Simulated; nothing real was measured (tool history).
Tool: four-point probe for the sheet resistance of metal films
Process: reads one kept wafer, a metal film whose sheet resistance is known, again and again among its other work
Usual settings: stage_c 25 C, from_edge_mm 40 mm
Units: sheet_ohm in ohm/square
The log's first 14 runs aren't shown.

run	hour	stage_c	from_edge_mm	touches since the probe head was changed	hours of work since the stage's thermometer was calibrated	sheet_ohm
15	377.2	27	40	95124	547	0.218625
16	398.3	27	40	96189	560	0.218642
17	422.7	25	45	97418	575	0.218385
18	457.5	25	45	99174	596	0.218299
19	489.1	25	45	100764	615	0.218341
20	504.5	25	11	101545	624	0.218758
21	539.3	25	11	103297	645	0.218833
22	564.4	25	11	104562	660	0.218936
23	592.8	25	40	105993	677	0.218582
24	620.4	25	20	107386	694	0.218646
25	645.9	25	20	108668	709	0.218652

The next listed run, before its measurement:
# hour 671.6: new probe head fitted
26	674.9	18	35	169	726	?

sheet_ohm: 0.213149 ohm/square
Without the tool's hidden state the same run would have given sheet_ohm 0.214045 ohm/square.
